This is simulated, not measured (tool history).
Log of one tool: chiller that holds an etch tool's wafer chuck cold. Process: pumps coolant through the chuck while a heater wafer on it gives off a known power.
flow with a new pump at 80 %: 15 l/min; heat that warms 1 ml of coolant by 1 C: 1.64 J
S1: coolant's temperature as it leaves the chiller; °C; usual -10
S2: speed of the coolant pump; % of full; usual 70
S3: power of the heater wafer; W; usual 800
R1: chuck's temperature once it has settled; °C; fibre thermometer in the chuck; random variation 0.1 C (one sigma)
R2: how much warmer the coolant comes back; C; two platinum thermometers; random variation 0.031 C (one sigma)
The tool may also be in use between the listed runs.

run 1 hour=0.0 | S1=-10 S2=70 S3=800 | R1=-3.7 R2=2.31
run 2 hour=95.7 | S1=-10 S2=70 S3=800 | R1=-3.5 R2=2.30
run 3 hour=265.2 | S1=-10 S2=70 S3=735 | R1=-4.1 R2=2.09
run 4 hour=400.6 | S1=-10 S2=70 S3=735 | R1=-4.1 R2=2.08
run 5 hour=564.7 | S1=-10 S2=70 S3=735 | R1=-4.2 R2=2.16
run 6 hour=663.7 | S1=-10 S2=70 S3=735 | R1=-4.1 R2=2.18
run 7 hour=732.2 | S1=-10 S2=70 S3=735 | R1=-4.1 R2=2.23
run 8 hour=859.4 | S1=-10 S2=70 S3=735 | R1=-4.2 R2=2.20
run 9 hour=1006.8 | S1=-4 S2=70 S3=976 | R1=3.7 R2=2.87
-- hour=1019.8 chiller's thermometer calibrated
-- hour=1067.7 coolant changed, channels flushed
run 10 hour=1140.6 | S1=-13 S2=61 S3=734 | R1=-6.2 R2=2.55
run 11 hour=1245.1 | S1=-16 S2=76 S3=619 | R1=-11.5 R2=1.70

The next listed run, before its measurement:
run 12 hour=1353.7 | S1=-16 S2=76 S3=619 | R1=? R2=?

Run 12 gave R1 -11.3 °C, R2 1.73 C.
Without the tool's hidden state the same run would have given R1 -11.3 °C, R2 1.56 C.
